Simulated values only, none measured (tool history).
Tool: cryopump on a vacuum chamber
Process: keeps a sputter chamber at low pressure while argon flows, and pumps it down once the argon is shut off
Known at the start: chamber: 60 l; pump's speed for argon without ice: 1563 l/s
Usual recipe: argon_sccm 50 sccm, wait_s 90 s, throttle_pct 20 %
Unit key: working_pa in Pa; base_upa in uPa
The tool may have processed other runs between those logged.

run	hour	argon_sccm	wait_s	throttle_pct	working_pa	base_upa
1	0	50	90	20	0.2817	1.55
2	20.6	50	90	20	0.2809	1.54
3	58.3	50	90	20	0.2822	1.51
4	88.6	50	90	20	0.2849	1.57
5	111.6	50	90	20	0.2839	1.56
6	149.2	50	90	20	0.2837	1.62
7	170.8	50	36	20	0.2863	2.65
8	192.9	50	36	20	0.2862	2.7
9	209.9	26	90	20	0.1491	1.63
10	227.8	50	90	20	0.2875	1.67
11	255.4	34	90	20	0.1959	1.6
12	272.2	34	90	20	0.1975	1.66
13	296.1	34	90	20	0.1976	1.65
14	330.9	50	169	20	0.2908	1.4
15	365.8	50	169	19	0.3071	1.39
16	400.4	50	169	32	0.1931	1.39
17	441.4	50	169	32	0.1921	1.42
# hour 455: pump warmed up, emptied and cooled again
18	479.5	30	90	20	0.1634	1.42
19	508.4	23	77	20	0.1256	1.56
20	548.4	31	90	15	0.2253	1.49
21	576.8	60	184	19	0.3479	1.1
22	605.5	55	244	20	0.3025	1.04
23	636.5	55	244	20	0.3019	1.01
24	676.9	54	244	18	0.3273	1.07
25	696.9	48	90	16	0.3303	1.55
26	727.9	48	90	16	0.3298	1.5
27	753.9	48	90	16	0.3309	1.52
28	774.9	48	90	16	0.3328	1.56
29	797.4	48	90	16	0.331	1.57
30	826.2	48	90	16	0.3308	1.58
31	863.5	50	73	19	0.2934	1.78
32	896.6	50	45	20	0.28	2.2
33	928.5	50	45	20	0.2801	2.34
34	954.2	61	52	35	0.1998	2.12
35	994	61	52	35	0.2028	2.13

3 ways to go on from here, each from the tool as it stands after run 35. What would each give?
A	1030.3	52	40	20	?	?
B	1030.3	50	90	18	?	?
C	1030.3	36	90	20	?	?

run	working_pa	base_upa
A	0.2932	2.45
B	0.3125	1.71
C	0.204	1.61
With no hidden state in the tool, these same runs would have given:
run	working_pa	base_upa
A	0.2803	1.72
B	0.3	0.94
C	0.195	0.89
